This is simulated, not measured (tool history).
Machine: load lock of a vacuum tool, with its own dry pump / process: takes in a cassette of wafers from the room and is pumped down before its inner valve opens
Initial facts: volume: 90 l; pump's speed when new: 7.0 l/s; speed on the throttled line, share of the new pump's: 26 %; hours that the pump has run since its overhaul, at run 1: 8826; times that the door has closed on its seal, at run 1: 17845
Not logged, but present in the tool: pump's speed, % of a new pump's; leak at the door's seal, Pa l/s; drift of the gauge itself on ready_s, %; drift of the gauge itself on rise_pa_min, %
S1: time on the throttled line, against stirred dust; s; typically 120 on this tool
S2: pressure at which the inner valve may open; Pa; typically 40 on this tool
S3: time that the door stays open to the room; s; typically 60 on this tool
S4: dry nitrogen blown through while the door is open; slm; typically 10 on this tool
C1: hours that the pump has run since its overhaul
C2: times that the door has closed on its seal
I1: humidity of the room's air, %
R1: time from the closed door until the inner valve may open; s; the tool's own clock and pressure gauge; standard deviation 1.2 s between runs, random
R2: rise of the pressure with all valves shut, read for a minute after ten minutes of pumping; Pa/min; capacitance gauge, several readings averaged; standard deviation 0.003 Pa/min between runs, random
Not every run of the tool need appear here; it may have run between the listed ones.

run,day,S1,S2,S3,S4,C1,C2,I1,R1,R2
1,0,120,40,60,10,8826,17845,42.3,197,0.057
2,4.8,120,40,60,10,8941,18139,49.6,198.4,0.066
3,12.117,120,40,60,10,9116,18587,45.8,195.1,0.067
4,21.038,120,40,58,10,9331,19133,47.4,196,0.067
5,28.421,199,40,60,10,9508,19585,45,254.5,0.069
6,36.288,120,40,60,10,9697,20067,48.2,196.5,0.069
7,40.729,84,40,60,10,9803,20338,42.7,170.4,0.062
8,48.046,120,40,60,10,9979,20787,46.1,195.1,0.071
9,54.071,120,40,60,10,10123,21155,44.1,198.7,0.07
10,61.346,120,40,60,10,10298,21601,45.6,199.5,0.075
11,65.3,120,40,60,10,10393,21843,46.4,197.5,0.072
12,72.671,120,40,60,10,10570,22294,43.6,197.8,0.075
13,80.183,120,40,60,10,10750,22754,42.3,197.3,0.072
14,84.592,62,40,60,10,10856,23024,46.6,156.8,0.076
15,91.367,62,40,60,10,11018,23438,43.4,156.9,0.078
16,98.292,120,63,60,10,11185,23862,41.5,191.7,0.078
17,102.779,94,40,32,16,11292,24137,44.3,179.9,0.071
18,111.196,173,31,32,11,11494,24652,50.4,238.8,0.083
19,114.996,139,33,35,7,11586,24885,44.9,214.5,0.082
20,121.592,173,48,60,10,11744,25289,48.1,234,0.094
21,126.896,173,48,60,10,11871,25613,45,236.2,0.091
22,132.996,120,68,67,10,12018,25987,47.2,191.4,0.097
23,137.221,120,68,67,10,12119,26245,45.4,190.3,0.089
24,145.75,120,68,67,10,12324,26768,40.6,190.8,0.094
25,150.192,120,40,167,16,12430,27039,44.5,198,0.105
26,157.479,120,58,150,18,12605,27486,47,194.1,0.107
27,162.838,120,58,150,18,12734,27814,47.7,193.2,0.108
28,169.625,120,75,89,31,12897,28229,43.1,191.9,0.095
29,174.667,120,75,89,31,13018,28538,44.1,191.3,0.093

Measured less the same run without the tool's hidden state. The same run-to-run variation is in both; the gauge's scatter may not be:
run,R1,R2
1,+5.9,+0.039
2,+6,+0.041
3,+6.1,+0.042
4,+6.3,+0.043
5,+4.6,+0.044
6,+6.6,+0.046
7,+7.5,+0.046
8,+6.8,+0.047
9,+7,+0.049
10,+7.2,+0.05
11,+7.2,+0.05
12,+7.4,+0.053
13,+7.5,+0.054
14,+9.2,+0.053
15,+9.5,+0.056
16,+7.3,+0.057
17,+8.8,+0.06
18,+6.9,+0.061
19,+8.1,+0.062
20,+6.5,+0.065
21,+6.7,+0.065
22,+7.9,+0.066
23,+7.9,+0.067
24,+8.1,+0.069
25,+9.1,+0.071
26,+8.6,+0.073
27,+8.7,+0.075
28,+8.5,+0.076
29,+8.6,+0.076

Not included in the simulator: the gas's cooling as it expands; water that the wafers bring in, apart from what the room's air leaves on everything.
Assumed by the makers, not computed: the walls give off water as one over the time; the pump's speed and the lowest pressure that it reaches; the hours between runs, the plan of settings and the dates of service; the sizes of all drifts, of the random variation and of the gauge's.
